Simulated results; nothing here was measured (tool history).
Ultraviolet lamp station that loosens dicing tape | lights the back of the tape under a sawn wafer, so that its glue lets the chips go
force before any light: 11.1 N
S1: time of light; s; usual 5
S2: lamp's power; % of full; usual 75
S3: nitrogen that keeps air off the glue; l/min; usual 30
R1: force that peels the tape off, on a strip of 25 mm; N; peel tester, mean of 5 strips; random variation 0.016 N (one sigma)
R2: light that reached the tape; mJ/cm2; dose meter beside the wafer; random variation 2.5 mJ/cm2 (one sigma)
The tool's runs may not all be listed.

run 1 hour=0.0 | S1=5 S2=75 S3=30 | R1=1.240 R2=261
run 2 hour=15.4 | S1=5 S2=75 S3=30 | R1=1.202 R2=256
run 3 hour=25.5 | S1=8 S2=75 S3=30 | R1=0.365 R2=409
run 4 hour=37.4 | S1=8 S2=75 S3=30 | R1=0.367 R2=401
run 5 hour=52.9 | S1=8 S2=75 S3=30 | R1=0.375 R2=401
run 6 hour=68.0 | S1=5 S2=75 S3=49 | R1=0.957 R2=251
run 7 hour=80.8 | S1=5 S2=75 S3=49 | R1=0.986 R2=250
run 8 hour=94.8 | S1=5 S2=75 S3=49 | R1=0.958 R2=249
run 9 hour=103.6 | S1=5 S2=75 S3=11 | R1=2.442 R2=243
run 10 hour=112.7 | S1=5 S2=75 S3=30 | R1=1.387 R2=251
run 11 hour=122.5 | S1=5 S2=75 S3=30 | R1=1.300 R2=244
run 12 hour=137.0 | S1=4 S2=75 S3=30 | R1=2.056 R2=192
run 13 hour=146.6 | S1=4 S2=75 S3=30 | R1=2.078 R2=193
-- hour=154.8 window cleaned of glue's vapour
run 14 hour=165.4 | S1=4 S2=75 S3=30 | R1=2.408 R2=177
run 15 hour=182.3 | S1=4 S2=75 S3=30 | R1=2.422 R2=174
run 16 hour=193.6 | S1=4 S2=75 S3=30 | R1=2.377 R2=176
run 17 hour=211.7 | S1=4 S2=75 S3=30 | R1=2.434 R2=174
run 18 hour=223.1 | S1=4 S2=75 S3=30 | R1=2.541 R2=166
run 19 hour=233.8 | S1=8 S2=75 S3=30 | R1=0.602 R2=339
run 20 hour=241.7 | S1=8 S2=75 S3=30 | R1=0.589 R2=341
run 21 hour=259.5 | S1=4 S2=75 S3=30 | R1=2.508 R2=168
-- hour=262.8 window cleaned of glue's vapour, once more
run 22 hour=271.9 | S1=4 S2=75 S3=30 | R1=1.502 R2=231
run 23 hour=279.7 | S1=7 S2=95 S3=10 | R1=0.586 R2=507
run 24 hour=293.1 | S1=4 S2=77 S3=30 | R1=1.414 R2=233
run 25 hour=304.0 | S1=4 S2=77 S3=30 | R1=1.481 R2=232
run 26 hour=312.4 | S1=5 S2=62 S3=26 | R1=1.674 R2=234
run 27 hour=330.7 | S1=5 S2=62 S3=26 | R1=1.574 R2=235
run 28 hour=343.0 | S1=3 S2=75 S3=18 | R1=3.151 R2=169
run 29 hour=353.2 | S1=3 S2=75 S3=18 | R1=3.292 R2=169
run 30 hour=366.1 | S1=5 S2=76 S3=18 | R1=1.410 R2=281
run 31 hour=382.5 | S1=7 S2=93 S3=35 | R1=0.192 R2=475
run 32 hour=399.2 | S1=7 S2=93 S3=35 | R1=0.202 R2=475
run 33 hour=417.3 | S1=9 S2=88 S3=12 | R1=0.328 R2=572
run 34 hour=428.1 | S1=6 S2=96 S3=12 | R1=0.851 R2=424
run 35 hour=436.5 | S1=5 S2=85 S3=31 | R1=0.791 R2=305
run 36 hour=449.3 | S1=4 S2=85 S3=13 | R1=2.194 R2=247
run 37 hour=466.0 | S1=2 S2=87 S3=30 | R1=3.738 R2=121
run 38 hour=481.1 | S1=8 S2=74 S3=30 | R1=0.316 R2=418
run 39 hour=499.1 | S1=7 S2=85 S3=19 | R1=0.530 R2=423
run 40 hour=512.9 | S1=8 S2=75 S3=54 | R1=0.209 R2=428
run 41 hour=522.8 | S1=8 S2=75 S3=54 | R1=0.189 R2=424
run 42 hour=540.1 | S1=9 S2=78 S3=22 | R1=0.292 R2=486
run 43 hour=555.7 | S1=9 S2=78 S3=22 | R1=0.295 R2=483
run 44 hour=571.3 | S1=5 S2=70 S3=30 | R1=1.347 R2=242

Forecast each of these 3 alternatives for the next run:
run A hour=582.2 | S1=3 S2=70 S3=30 | R1=? R2=?
run B hour=582.2 | S1=5 S2=75 S3=30 | R1=? R2=?
run C hour=582.2 | S1=5 S2=75 S3=30 | R1=? R2=?

run=A R1=3.230 R2=143
run=B R1=1.238 R2=256
run=C R1=1.233 R2=256
Without the tool's hidden state the same runs would have given:
run=A R1=2.479 R2=173
run=B R1=0.788 R2=310
run=C R1=0.785 R2=310

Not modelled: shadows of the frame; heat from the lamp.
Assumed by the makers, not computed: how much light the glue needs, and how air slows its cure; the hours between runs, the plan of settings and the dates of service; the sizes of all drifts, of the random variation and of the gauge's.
